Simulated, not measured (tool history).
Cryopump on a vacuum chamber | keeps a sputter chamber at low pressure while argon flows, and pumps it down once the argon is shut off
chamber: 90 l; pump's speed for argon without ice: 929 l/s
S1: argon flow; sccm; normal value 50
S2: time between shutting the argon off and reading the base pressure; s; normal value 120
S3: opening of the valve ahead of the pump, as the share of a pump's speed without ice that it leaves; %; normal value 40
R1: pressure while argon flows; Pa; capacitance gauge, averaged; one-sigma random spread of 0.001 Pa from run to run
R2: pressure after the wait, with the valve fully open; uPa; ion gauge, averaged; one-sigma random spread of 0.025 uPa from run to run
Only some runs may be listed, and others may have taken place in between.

| run | hour | S1 | S2 | S3 | R1 | R2 |
|---|---|---|---|---|---|---|
| 1 | 0.0 | 50 | 120 | 40 | 0.2353 | 1.62 |
| 2 | 28.2 | 50 | 120 | 40 | 0.2365 | 1.71 |
| 3 | 63.5 | 50 | 120 | 40 | 0.2355 | 1.72 |
| 4 | 91.5 | 50 | 120 | 40 | 0.2345 | 1.70 |
| 5 | 118.9 | 50 | 120 | 40 | 0.2392 | 1.77 |
| 6 | 138.3 | 37 | 120 | 40 | 0.1734 | 1.70 |
| 7 | 160.5 | 37 | 120 | 40 | 0.1734 | 1.75 |
| 8 | 184.8 | 37 | 120 | 40 | 0.1725 | 1.80 |
| 9 | 201.7 | 50 | 120 | 40 | 0.2365 | 1.77 |
| 10 | 236.7 | 50 | 120 | 40 | 0.2381 | 1.75 |
| 11 | 253.7 | 50 | 120 | 40 | 0.2371 | 1.83 |
| 12 | 285.0 | 50 | 120 | 40 | 0.2379 | 1.79 |
| 13 | 304.6 | 50 | 120 | 40 | 0.2396 | 1.82 |
| 14 | 331.2 | 50 | 120 | 40 | 0.2396 | 1.86 |
| 15 | 360.6 | 50 | 120 | 40 | 0.2371 | 1.91 |
| 16 | 376.5 | 31 | 120 | 40 | 0.1478 | 1.86 |
| 17 | 392.4 | 50 | 120 | 40 | 0.2403 | 1.82 |
| 18 | 409.8 | 50 | 120 | 40 | 0.2387 | 1.88 |
| 19 | 431.0 | 96 | 132 | 23 | 0.7837 | 1.81 |
| 20 | 454.1 | 96 | 132 | 23 | 0.7839 | 1.85 |
| 21 | 479.0 | 96 | 132 | 23 | 0.7883 | 1.86 |
| 22 | 503.0 | 26 | 63 | 35 | 0.1433 | 2.54 |
| 23 | 523.8 | 29 | 43 | 35 | 0.1578 | 3.17 |
| 24 | 541.3 | 58 | 43 | 17 | 0.6324 | 3.26 |
| 25 | 566.2 | 58 | 43 | 17 | 0.6333 | 3.08 |
| 26 | 589.1 | 60 | 43 | 22 | 0.5110 | 3.27 |
| 27 | 623.7 | 60 | 43 | 22 | 0.5165 | 3.22 |
| 28 | 652.5 | 24 | 24 | 22 | 0.2025 | 4.78 |
| 29 | 683.5 | 46 | 28 | 35 | 0.2530 | 4.29 |
| 30 | 706.6 | 31 | 28 | 22 | 0.2673 | 4.41 |
| 31 | 737.3 | 31 | 28 | 22 | 0.2675 | 4.21 |
| 32 | 769.4 | 50 | 120 | 45 | 0.2204 | 2.08 |
| 33 | 803.5 | 94 | 160 | 16 | 1.1012 | 1.90 |
| 34 | 831.0 | 38 | 225 | 23 | 0.3139 | 1.82 |

The same runs without the tool's hidden state, with the same run-to-run variation:
What the log doesn't record here: pump's speed, % of a pump's without ice; cold plate's temperature, K; leak into the chamber, uPa l/s; drift of the gauge itself on working_pa, %; drift of the gauge itself on base_upa, %.
| run | R1 | R2 |
|---|---|---|
| 1 | 0.2282 | 0.97 |
| 2 | 0.2290 | 1.05 |
| 3 | 0.2277 | 1.03 |
| 4 | 0.2263 | 1.01 |
| 5 | 0.2305 | 1.06 |
| 6 | 0.1670 | 0.99 |
| 7 | 0.1667 | 1.02 |
| 8 | 0.1656 | 1.03 |
| 9 | 0.2268 | 1.03 |
| 10 | 0.2279 | 0.99 |
| 11 | 0.2267 | 1.04 |
| 12 | 0.2270 | 1.00 |
| 13 | 0.2284 | 1.01 |
| 14 | 0.2282 | 1.04 |
| 15 | 0.2253 | 1.05 |
| 16 | 0.1403 | 1.01 |
| 17 | 0.2280 | 0.99 |
| 18 | 0.2262 | 1.02 |
| 19 | 0.7590 | 0.94 |
| 20 | 0.7586 | 0.96 |
| 21 | 0.7622 | 0.96 |
| 22 | 0.1361 | 1.63 |
| 23 | 0.1496 | 2.26 |
| 24 | 0.6157 | 2.31 |
| 25 | 0.6162 | 2.16 |
| 26 | 0.4929 | 2.29 |
| 27 | 0.4976 | 2.25 |
| 28 | 0.1949 | 3.79 |
| 29 | 0.2377 | 3.27 |
| 30 | 0.2567 | 3.37 |
| 31 | 0.2566 | 3.20 |
| 32 | 0.2024 | 1.00 |
| 33 | 1.0665 | 0.83 |
| 34 | 0.2995 | 0.71 |

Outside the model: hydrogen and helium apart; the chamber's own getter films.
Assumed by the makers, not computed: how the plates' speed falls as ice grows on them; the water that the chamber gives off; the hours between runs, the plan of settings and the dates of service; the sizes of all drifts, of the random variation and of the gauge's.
